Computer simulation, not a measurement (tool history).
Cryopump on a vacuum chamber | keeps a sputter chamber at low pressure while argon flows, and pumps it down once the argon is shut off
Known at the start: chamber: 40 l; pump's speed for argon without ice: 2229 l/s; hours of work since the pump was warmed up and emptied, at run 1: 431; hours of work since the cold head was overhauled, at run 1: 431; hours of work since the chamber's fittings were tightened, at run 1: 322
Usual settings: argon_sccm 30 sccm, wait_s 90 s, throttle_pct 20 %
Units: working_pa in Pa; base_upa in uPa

run	hour	argon_sccm	wait_s	throttle_pct	hours of work since the pump was warmed up and emptied	hours of work since the cold head was overhauled	hours of work since the chamber's fittings were tightened	working_pa	base_upa
1	0.0	30	90	20	431	431	322	0.1160	0.84
2	21.9	30	90	20	448	448	339	0.1165	0.84
3	33.5	30	90	20	458	458	349	0.1168	0.88
4	57.3	31	90	20	477	477	368	0.1206	0.88
5	76.2	24	90	20	492	492	383	0.0935	0.90
6	88.5	24	90	20	502	502	393	0.0934	0.85
7	104.1	37	90	20	514	514	405	0.1439	0.90
8	126.5	41	90	20	532	532	423	0.1598	0.87
9	140.4	20	90	20	543	543	434	0.0784	0.89
10	164.6	36	90	20	563	563	454	0.1400	0.90
11	175.7	29	90	20	572	572	463	0.1133	0.87
12	198.7	29	90	20	590	590	481	0.1137	0.92
13	210.4	30	37	20	600	600	491	0.1169	1.74
14	221.1	30	37	20	608	608	499	0.1181	1.65
15	240.0	30	37	20	623	623	514	0.1166	1.76
16	260.7	30	37	46	640	640	531	0.0532	1.69
17	277.1	30	37	46	653	653	544	0.0534	1.70
18	302.4	30	37	46	673	673	564	0.0537	1.78
19	328.1	30	37	46	694	694	585	0.0537	1.77
20	348.3	16	262	16	710	710	601	0.0775	0.63
21	360.0	14	35	31	720	720	611	0.0362	1.86
22	377.2	14	136	31	733	733	624	0.0363	0.82
23	395.6	14	136	31	748	748	639	0.0368	0.80
24	415.4	14	136	31	764	764	655	0.0364	0.83

Forecast each of these 4 alternatives for the next run:
A	433.3	58	51	16	778	778	669	?	?
B	433.3	14	136	19	778	778	669	?	?
C	433.3	25	91	20	778	778	669	?	?
D	433.3	24	75	30	778	778	669	?	?

run	working_pa	base_upa
A	0.2845	1.45
B	0.0579	0.82
C	0.0991	0.96
D	0.0646	1.17
Without the tool's hidden state the same runs would have given:
run	working_pa	base_upa
A	0.2748	1.12
B	0.0556	0.49
C	0.0949	0.63
D	0.0605	0.82

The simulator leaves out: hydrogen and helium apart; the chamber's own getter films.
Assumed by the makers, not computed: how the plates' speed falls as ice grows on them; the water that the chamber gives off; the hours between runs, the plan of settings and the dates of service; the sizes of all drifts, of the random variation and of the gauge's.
